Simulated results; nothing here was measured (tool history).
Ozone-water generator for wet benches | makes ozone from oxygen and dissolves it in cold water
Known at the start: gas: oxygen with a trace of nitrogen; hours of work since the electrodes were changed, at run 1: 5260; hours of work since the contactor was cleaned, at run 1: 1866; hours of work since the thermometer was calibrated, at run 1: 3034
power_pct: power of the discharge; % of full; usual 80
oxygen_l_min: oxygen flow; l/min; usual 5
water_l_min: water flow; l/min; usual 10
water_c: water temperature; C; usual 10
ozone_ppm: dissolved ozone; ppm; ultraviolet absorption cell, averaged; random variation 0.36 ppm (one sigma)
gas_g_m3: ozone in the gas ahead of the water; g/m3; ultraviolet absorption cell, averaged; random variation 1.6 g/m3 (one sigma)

run,day,power_pct,oxygen_l_min,water_l_min,water_c,hours of work since the electrodes were changed,hours of work since the contactor was cleaned,hours of work since the thermometer was calibrated,ozone_ppm,gas_g_m3
1,0,80,5,10,10,5260,1866,3034,47.3,259.5
2,4.817,80,5,10,10,5364,1970,3138,47.7,262.2
3,9.717,80,5,10,10,5470,2075,3243,47.4,258.2
# day 14.554: water thermometer calibrated
4,14.554,80,5,10,10,5573,2179,0,46.4,258.2
5,21.788,80,5,14,10,5729,2335,156,38.3,256.3
6,30.042,80,5,14,10,5907,2513,334,37.3,253.2
7,34.188,80,5,14,10,5996,2602,423,37.4,253.7
8,39.567,76,5,10,10,6112,2718,539,43.7,240.8
9,44.462,76,5,10,10,6217,2823,644,43.8,240.8
10,50.362,80,6.45,10,10,6345,2950,771,44.4,217.9
# day 53.304: water thermometer calibrated, once more
11,59.146,73,6.45,12,17,6533,3139,126,32.7,203.1
12,65.788,73,6.45,12,17,6676,3282,269,32.5,202.4
13,72.629,55,7.86,12,16,6824,3430,416,26,148.2
14,78.571,50,8.63,10,10,6952,3558,544,29.6,130.8
15,86.558,50,6.04,12,10,7124,3729,716,27.6,156
# day 88.821: contactor cleaned
16,95.896,50,6.04,12,5,7321,152,914,30.1,153.2
17,100.496,54,2.74,11,17,7420,251,1013,27.6,238.4
18,107.367,80,3.78,7,11,7568,399,1161,53.1,273.4
19,114.588,79,3.89,7,11,7724,555,1316,52.8,261.6
20,118.696,79,3.89,9,6,7812,643,1405,49.3,262.2

Forecast each of these 3 alternatives for the next run:
A,127.442,62,4.9,9,6,8001,832,1593,?,?
B,127.442,80,5,7,9,8001,832,1593,?,?
C,127.442,64,5,10,10,8001,832,1593,?,?

run,ozone_ppm,gas_g_m3
A,40.7,195.5
B,52.6,230.2
C,36.4,195.2
Without the tool's hidden state the same runs would have given:
run,ozone_ppm,gas_g_m3
A,52.4,249.4
B,71.7,311.3
C,47.2,251.3

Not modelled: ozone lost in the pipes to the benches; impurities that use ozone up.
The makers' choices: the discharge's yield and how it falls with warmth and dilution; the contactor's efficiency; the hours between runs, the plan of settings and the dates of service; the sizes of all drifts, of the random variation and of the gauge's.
